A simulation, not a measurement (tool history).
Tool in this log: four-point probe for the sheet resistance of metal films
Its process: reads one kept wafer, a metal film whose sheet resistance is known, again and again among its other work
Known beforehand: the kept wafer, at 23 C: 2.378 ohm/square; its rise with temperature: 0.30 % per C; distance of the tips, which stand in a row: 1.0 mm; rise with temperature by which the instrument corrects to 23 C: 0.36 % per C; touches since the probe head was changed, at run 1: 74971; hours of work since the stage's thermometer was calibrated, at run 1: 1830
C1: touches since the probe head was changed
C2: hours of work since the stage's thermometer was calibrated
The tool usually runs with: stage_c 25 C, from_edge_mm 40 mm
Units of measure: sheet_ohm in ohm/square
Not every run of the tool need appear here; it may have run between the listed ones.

Run 1, hour 0: usual settings; C1 74971; C2 1830. Result: sheet_ohm 2.360591 ohm/square.
Run 2, hour 64.4: usual settings; C1 78455; C2 1873. Result: sheet_ohm 2.358081 ohm/square.
Run 3, hour 138.1: usual settings; C1 82440; C2 1922. Result: sheet_ohm 2.358024 ohm/square.
Run 4, hour 221: usual settings; C1 86922; C2 1978. Result: sheet_ohm 2.357398 ohm/square.
Run 5, hour 286: usual settings but stage_c 21 C; C1 90439; C2 2021. Result: sheet_ohm 2.363463 ohm/square.
Run 6, hour 356.6: usual settings; C1 94255; C2 2069. Result: sheet_ohm 2.356667 ohm/square.
Run 7, hour 420.8: usual settings; C1 97732; C2 2112. Result: sheet_ohm 2.35538 ohm/square.
Run 8, hour 476.6: usual settings; C1 100747; C2 2149. Result: sheet_ohm 2.355393 ohm/square.
Run 9, hour 517.3: usual settings; C1 102946; C2 2176. Result: sheet_ohm 2.355408 ohm/square.
At hour 526.9: stage's thermometer calibrated.
Run 10, hour 557.3: usual settings; C1 105087; C2 20. Result: sheet_ohm 2.352681 ohm/square.
Run 11, hour 600: usual settings but stage_c 27 C, from_edge_mm 21 mm; C1 107395; C2 49. Result: sheet_ohm 2.350894 ohm/square.
Run 12, hour 685.3: usual settings but stage_c 26 C, from_edge_mm 13 mm; C1 112008; C2 106. Result: sheet_ohm 2.357244 ohm/square.
Run 13, hour 754: usual settings but stage_c 26 C, from_edge_mm 13 mm; C1 115724; C2 152. Result: sheet_ohm 2.355528 ohm/square.
Run 14, hour 835.7: usual settings but stage_c 28 C, from_edge_mm 12 mm; C1 120143; C2 207. Result: sheet_ohm 2.352894 ohm/square.
Run 15, hour 897.6: usual settings but stage_c 22 C, from_edge_mm 46 mm; C1 123488; C2 248. Result: sheet_ohm 2.353848 ohm/square.
At hour 947.3: stage's thermometer calibrated, once more.
Run 16, hour 954.4: usual settings but stage_c 29 C, from_edge_mm 35 mm; C1 126536; C2 5. Result: sheet_ohm 2.34857 ohm/square.
Run 17, hour 1014.7: usual settings but stage_c 29 C, from_edge_mm 35 mm; C1 129797; C2 45. Result: sheet_ohm 2.34833 ohm/square.
Run 18, hour 1061.4: usual settings but stage_c 28 C, from_edge_mm 16 mm; C1 132320; C2 76. Result: sheet_ohm 2.353536 ohm/square.
Run 19, hour 1125.6: usual settings but stage_c 18 C, from_edge_mm 15 mm; C1 135793; C2 119. Result: sheet_ohm 2.368475 ohm/square.

5 ways to go on from here, each from the tool as it stands after run 19. What would each give?
Run A, hour 1165.3: usual settings but stage_c 26 C, from_edge_mm 17 mm; C1 137941; C2 146. Result: sheet_ohm ?.
Run B, hour 1165.3: usual settings but stage_c 22 C, from_edge_mm 59 mm; C1 137941; C2 146. Result: sheet_ohm ?.
Run C, hour 1165.3: usual settings but stage_c 28 C; C1 137941; C2 146. Result: sheet_ohm ?.
Run D, hour 1165.3: usual settings but stage_c 18 C, from_edge_mm 20 mm; C1 137941; C2 146. Result: sheet_ohm ?.
Run E, hour 1165.3: usual settings but stage_c 32 C, from_edge_mm 34 mm; C1 137941; C2 146. Result: sheet_ohm ?.

run  sheet_ohm
  A   2.354391
  B   2.357063
  C   2.348419
  D   2.365476
  E   2.341759
With no hidden state in the tool, these same runs would have given:
run  sheet_ohm
  A   2.377601
  B   2.380303
  C   2.371572
  D   2.388798
  E   2.364845
